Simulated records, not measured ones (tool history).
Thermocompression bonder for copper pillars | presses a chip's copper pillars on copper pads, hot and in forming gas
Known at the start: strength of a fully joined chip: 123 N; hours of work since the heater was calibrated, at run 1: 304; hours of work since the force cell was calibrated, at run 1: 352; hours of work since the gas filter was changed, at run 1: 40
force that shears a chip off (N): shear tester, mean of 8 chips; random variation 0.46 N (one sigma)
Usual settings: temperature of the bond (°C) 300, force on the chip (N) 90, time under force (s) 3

run	hour	temperature of the bond (°C)	force on the chip (N)	time under force (s)	hours of work since the heater was calibrated	hours of work since the force cell was calibrated	hours of work since the gas filter was changed	force that shears a chip off (N)
1	0	300	90	3	304	352	40	81.5
2	30.6	300	90	3	325	373	61	80.8
3	47.6	300	90	3	336	384	73	80.5
4	69.6	300	90	3	351	399	88	79.5
5	98.7	300	90	5	371	419	107	89.9
6	113.2	300	90	5	381	429	117	90.6
7	136	300	90	5	397	444	133	89.6
# hour 147.5: forming gas filter changed
8	157.3	300	90	5	411	459	7	93.5
9	187.7	300	90	5	432	479	27	92.5
10	209.8	300	90	8	447	494	42	100.1
11	235	300	90	8	464	511	60	99.8
12	249.9	300	90	8	474	522	70	99.7
13	263	287	90	3	483	531	79	72.9
14	287.3	295	90	3	500	547	95	77.1
15	306.3	300	67	3	512	560	108	63.3
16	324.3	291	90	2	525	572	121	65.5
17	347.2	311	95	4	540	588	136	92.1

Run 18 comes next. What will it give?
# hour 354: forming gas filter changed
18	363.7	284	95	2	551	599	7	?

{"run 18": {"force that shears a chip off (N)": 67.5}}
Without the tool's hidden state the same run would have given force that shears a chip off (N) 71.2.
